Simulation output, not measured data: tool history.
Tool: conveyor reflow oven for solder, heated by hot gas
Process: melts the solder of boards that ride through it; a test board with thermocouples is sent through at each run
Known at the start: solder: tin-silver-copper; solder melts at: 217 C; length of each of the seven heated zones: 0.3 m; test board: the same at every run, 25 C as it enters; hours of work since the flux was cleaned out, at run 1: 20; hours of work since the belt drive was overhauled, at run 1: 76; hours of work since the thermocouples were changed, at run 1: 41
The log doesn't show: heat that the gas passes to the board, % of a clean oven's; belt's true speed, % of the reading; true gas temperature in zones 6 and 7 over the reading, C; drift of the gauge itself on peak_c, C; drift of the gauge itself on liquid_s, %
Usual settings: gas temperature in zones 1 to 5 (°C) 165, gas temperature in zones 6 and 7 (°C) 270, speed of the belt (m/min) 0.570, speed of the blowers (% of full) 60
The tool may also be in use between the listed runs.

| run | hour | gas temperature in zones 1 to 5 (°C) | gas temperature in zones 6 and 7 (°C) | speed of the belt (m/min) | speed of the blowers (% of full) | hours of work since the flux was cleaned out | hours of work since the belt drive was overhauled | hours of work since the thermocouples were changed | highest temperature of the board (°C) | time above the solder's melting point (s) |
|---|---|---|---|---|---|---|---|---|---|---|
| 1 | 0.0 | 165 | 270 | 0.570 | 60 | 20 | 76 | 41 | 244.9 | 38.6 |
| 2 | 9.5 | 165 | 267 | 0.570 | 60 | 24 | 80 | 46 | 242.8 | 36.6 |
| 3 | 15.2 | 165 | 267 | 0.570 | 60 | 27 | 83 | 48 | 243.1 | 36.7 |
| 4 | 22.0 | 165 | 267 | 0.570 | 60 | 30 | 86 | 52 | 242.4 | 36.5 |
| 5 | 34.5 | 165 | 270 | 0.570 | 60 | 36 | 92 | 57 | 245.8 | 37.5 |
| 6 | 43.6 | 165 | 270 | 0.570 | 60 | 40 | 96 | 62 | 245.4 | 37.9 |
| 7 | 52.8 | 165 | 270 | 0.570 | 60 | 44 | 100 | 66 | 245.0 | 37.4 |
| 8 | 63.8 | 165 | 270 | 0.580 | 60 | 49 | 105 | 71 | 243.7 | 36.0 |
| 9 | 69.6 | 165 | 270 | 0.580 | 60 | 52 | 108 | 74 | 244.3 | 36.4 |
| 10 | 82.8 | 165 | 270 | 0.580 | 60 | 58 | 114 | 80 | 244.3 | 36.8 |
| 11 | 91.2 | 165 | 270 | 0.580 | 60 | 62 | 118 | 83 | 243.8 | 36.5 |
| 12 | 98.3 | 165 | 270 | 0.570 | 60 | 65 | 121 | 87 | 245.1 | 37.4 |
| 13 | 105.4 | 165 | 270 | 0.530 | 60 | 69 | 124 | 90 | 248.0 | 43.1 |
| 14 | 118.7 | 165 | 275 | 0.570 | 60 | 75 | 130 | 96 | 248.5 | 40.1 |
| 15 | 132.0 | 165 | 275 | 0.570 | 60 | 81 | 137 | 102 | 247.4 | 40.6 |
| 16 | 139.1 | 165 | 275 | 0.570 | 60 | 84 | 140 | 106 | 248.4 | 41.3 |
| 17 | 152.1 | 165 | 275 | 0.570 | 60 | 90 | 146 | 111 | 248.5 | 41.0 |
| 18 | 162.5 | 165 | 270 | 0.640 | 56 | 95 | 151 | 116 | 237.4 | 26.9 |
| 19 | 171.5 | 165 | 270 | 0.640 | 56 | 99 | 155 | 120 | 237.2 | 26.6 |
| 20 | 184.6 | 165 | 270 | 0.507 | 89 | 105 | 161 | 126 | 254.7 | 53.1 |
| 21 | 194.7 | 167 | 269 | 0.574 | 62 | 110 | 165 | 131 | 244.6 | 37.9 |
|  | 200.5 | flux residue cleaned out of gas plates and filters |
| 22 | 212.7 | 167 | 266 | 0.551 | 62 | 6 | 171 | 137 | 242.7 | 39.2 |
| 23 | 221.0 | 167 | 274 | 0.551 | 53 | 9 | 175 | 141 | 246.3 | 40.4 |
| 24 | 233.0 | 171 | 274 | 0.551 | 53 | 15 | 181 | 146 | 247.5 | 43.7 |
| 25 | 245.4 | 171 | 274 | 0.551 | 53 | 21 | 186 | 152 | 247.5 | 42.7 |
| 26 | 252.7 | 163 | 275 | 0.680 | 86 | 24 | 190 | 156 | 247.9 | 33.4 |
| 27 | 262.2 | 179 | 275 | 0.665 | 78 | 28 | 194 | 160 | 249.2 | 38.6 |
| 28 | 272.9 | 179 | 260 | 0.645 | 78 | 33 | 199 | 165 | 239.4 | 33.2 |
|  | 278.7 | flux residue cleaned out of gas plates and filters, once more |
| 29 | 285.0 | 179 | 260 | 0.530 | 78 | 3 | 202 | 168 | 246.2 | 48.7 |
| 30 | 298.6 | 161 | 284 | 0.530 | 59 | 9 | 209 | 174 | 259.1 | 49.5 |

Forecast each of these 3 alternatives for the next run:
| A | 306.3 | 152 | 284 | 0.476 | 59 | 13 | 212 | 178 | ? | ? |
| B | 306.3 | 153 | 261 | 0.645 | 59 | 13 | 212 | 178 | ? | ? |
| C | 306.3 | 155 | 266 | 0.579 | 59 | 13 | 212 | 178 | ? | ? |

| run | highest temperature of the board (°C) | time above the solder's melting point (s) |
|---|---|---|
| A | 262.2 | 56.1 |
| B | 229.0 | 16.4 |
| C | 237.6 | 30.0 |
Without the tool's hidden state the same runs would have given:
| run | highest temperature of the board (°C) | time above the solder's melting point (s) |
|---|---|---|
| A | 262.8 | 56.3 |
| B | 229.5 | 17.0 |
| C | 238.2 | 30.4 |

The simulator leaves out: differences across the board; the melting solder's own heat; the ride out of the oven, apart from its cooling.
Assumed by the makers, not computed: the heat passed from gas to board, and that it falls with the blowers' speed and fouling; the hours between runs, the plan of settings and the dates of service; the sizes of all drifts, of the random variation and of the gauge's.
